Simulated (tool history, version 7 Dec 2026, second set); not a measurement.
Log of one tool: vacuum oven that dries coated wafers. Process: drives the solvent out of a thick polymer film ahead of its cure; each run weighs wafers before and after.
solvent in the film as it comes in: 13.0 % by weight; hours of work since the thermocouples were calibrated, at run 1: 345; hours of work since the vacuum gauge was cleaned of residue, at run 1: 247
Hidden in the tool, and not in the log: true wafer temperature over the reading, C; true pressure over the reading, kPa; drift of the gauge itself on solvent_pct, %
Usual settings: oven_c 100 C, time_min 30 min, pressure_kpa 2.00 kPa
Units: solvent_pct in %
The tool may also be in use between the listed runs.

run    hour  oven_c  time_min  pressure_kpa  hours of work since the thermocouples were calibrated  hours of work since the vacuum gauge was cleaned of residue  solvent_pct
  1     0.0     100        30          2.00                                                    345                                                          247         1.88
  2    55.4     100        30          2.00                                                    369                                                          270         1.90
  3   105.9     100        30          2.00                                                    390                                                          292         1.85
  4   146.5     100        30          2.00                                                    408                                                          309         1.86
  5   180.9     100        30          2.00                                                    422                                                          324         1.92
  6   217.0     100        30          2.00                                                    438                                                          340         1.87
  7   249.9     100        30          2.00                                                    452                                                          354         1.95
  8   304.9     100        30          3.20                                                    475                                                          377         2.41
  9   329.4      95        30          2.00                                                    486                                                          388         2.66
 10   375.0      95        30          1.95                                                    505                                                          407         2.65
 11   404.5      95        30          1.95                                                    518                                                          420         2.69
 12   449.6      95        20          1.95                                                    537                                                          439         4.06
 13   504.9     109        20          1.95                                                    561                                                          463         1.77
 14   545.7     109        20          1.95                                                    578                                                          480         1.73
 15   592.2     109        20          1.95                                                    598                                                          500         1.75
 16   624.3     100        30          2.00                                                    612                                                          514         1.95
 17   673.2     100        30          2.00                                                    633                                                          535         1.99
 18   696.8     100        30          2.00                                                    643                                                          545         1.94
      700.7  -- vacuum gauge cleaned of residue and calibrated
 19   750.6     100        30          1.05                                                    665                                                           21         1.66
 20   804.9     100        30          4.70                                                    688                                                           45         3.09
      815.2  -- vacuum gauge cleaned of residue and calibrated, once more
 21   855.8     100        30          4.70                                                    710                                                           17         2.95
 22   909.0     101        22          1.79                                                    732                                                           40         2.56
 23   955.7     101        22          1.79                                                    752                                                           60         2.53
 24   999.2      97        25          2.84                                                    771                                                           79         3.17
 25  1026.1      97        25          2.84                                                    782                                                           90         3.17
     1052.0  -- oven's thermocouples calibrated
 26  1064.0      97        51          2.94                                                      5                                                          106         1.65
 27  1100.3     107        27          2.58                                                     21                                                          121         1.46
 28  1131.4      87        43          2.00                                                     34                                                          134         2.89
 29  1169.0      87        43          2.00                                                     50                                                          150         2.91
 30  1225.6     105        25          4.48                                                     74                                                          175         2.39
 31  1275.6     105        25          4.48                                                     96                                                          196         2.47
 32  1310.2     105        25          4.48                                                    110                                                          211         2.48
 33  1365.4     105        25          4.48                                                    134                                                          234         2.44
 34  1413.5     105        28          1.38                                                    155                                                          255         1.21
 35  1453.3      86        28          1.38                                                    172                                                          272         4.17
 36  1477.7      86        28          1.38                                                    182                                                          283         4.17
 37  1527.3      86        28          1.38                                                    203                                                          304         4.10
 38  1557.0      86        28          1.38                                                    216                                                          316         4.14
 39  1593.9      86        28          1.38                                                    232                                                          332         4.18
 40  1630.6      86        28          1.38                                                    247                                                          348         4.13

Some steps in solvent_pct between neighbouring runs. How much of each would the tool show without its hidden state too (settings, what came in, random variation), and how much is left for the hidden state, with any gauge scatter that isn't in both results?
Run 12 -> 13: oven_c 95 -> 109. solvent_pct -2.29 %: hidden state -0.06, all else -2.23.
Run 20 -> 21: vacuum gauge cleaned of residue and calibrated, once more. solvent_pct -0.14 %: hidden state -0.12, all else -0.02.
Run 25 -> 26: time_min 25 -> 51, pressure_kpa 2.84 -> 2.94, oven's thermocouples calibrated. solvent_pct -1.52 %: hidden state -0.14, all else -1.38.
Run 34 -> 35: oven_c 105 -> 86. solvent_pct +2.96 %: hidden state +0.03, all else +2.93.
